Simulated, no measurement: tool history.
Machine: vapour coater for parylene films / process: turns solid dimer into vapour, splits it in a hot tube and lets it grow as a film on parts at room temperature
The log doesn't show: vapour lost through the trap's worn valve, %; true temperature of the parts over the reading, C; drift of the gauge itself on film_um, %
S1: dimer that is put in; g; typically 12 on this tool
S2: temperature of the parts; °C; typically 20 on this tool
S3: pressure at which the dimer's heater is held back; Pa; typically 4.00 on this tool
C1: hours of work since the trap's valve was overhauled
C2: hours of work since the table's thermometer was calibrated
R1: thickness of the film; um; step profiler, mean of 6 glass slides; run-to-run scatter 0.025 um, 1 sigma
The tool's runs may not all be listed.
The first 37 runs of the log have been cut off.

Run 38, hour 1266.7: usual settings but S3 5.64 Pa; C1 145; C2 511. Result: R1 2.91 um.
Run 39, hour 1289.0: usual settings but S1 17 g, S2 16 °C, S3 7.08 Pa; C1 164; C2 529. Result: R1 4.30 um.
Run 40, hour 1320.3: usual settings but S2 14 °C, S3 5.28 Pa; C1 190; C2 555. Result: R1 3.30 um.
At hour 1357.4: trap's valve overhauled.
Run 41, hour 1357.4: usual settings but S1 15 g, S2 31 °C, S3 7.12 Pa; C1 0; C2 583. Result: R1 2.98 um.
Run 42, hour 1379.4: usual settings but S1 15 g, S2 31 °C, S3 7.12 Pa; C1 18; C2 601. Result: R1 2.90 um.
Run 43, hour 1402.7: usual settings but S3 3.37 Pa; C1 38; C2 620. Result: R1 3.46 um.
Run 44, hour 1422.1: usual settings but S1 21 g, S3 2.44 Pa; C1 54; C2 636. Result: R1 6.38 um.
Run 45, hour 1447.7: usual settings but S1 21 g, S3 2.44 Pa; C1 75; C2 658. Result: R1 6.31 um.
Run 46, hour 1480.1: usual settings but S1 21 g, S3 2.44 Pa; C1 102; C2 685. Result: R1 6.16 um.

What if the next run were any one of these 5? Each begins from the tool's condition after run 46:
Run A, hour 1510.4: usual settings but S1 6 g, S2 14 °C; C1 127; C2 710. Result: R1 ?.
Run B, hour 1510.4: usual settings but S1 11 g, S3 2.44 Pa; C1 127; C2 710. Result: R1 ?.
Run C, hour 1510.4: usual settings but S1 10 g, S2 18 °C, S3 2.97 Pa; C1 127; C2 710. Result: R1 ?.
Run D, hour 1510.4: usual settings but S2 19 °C; C1 127; C2 710. Result: R1 ?.
Run E, hour 1510.4: usual settings but S1 21 g, S2 17 °C, S3 2.86 Pa; C1 127; C2 710. Result: R1 ?.

run    R1
  A  1.84
  B  3.16
  C  2.90
  D  3.24
  E  6.31
Take away the tool's hidden state, keep each run's random variation, and the runs would have read:
run    R1
  A  1.98
  B  3.40
  C  3.12
  D  3.48
  E  6.78
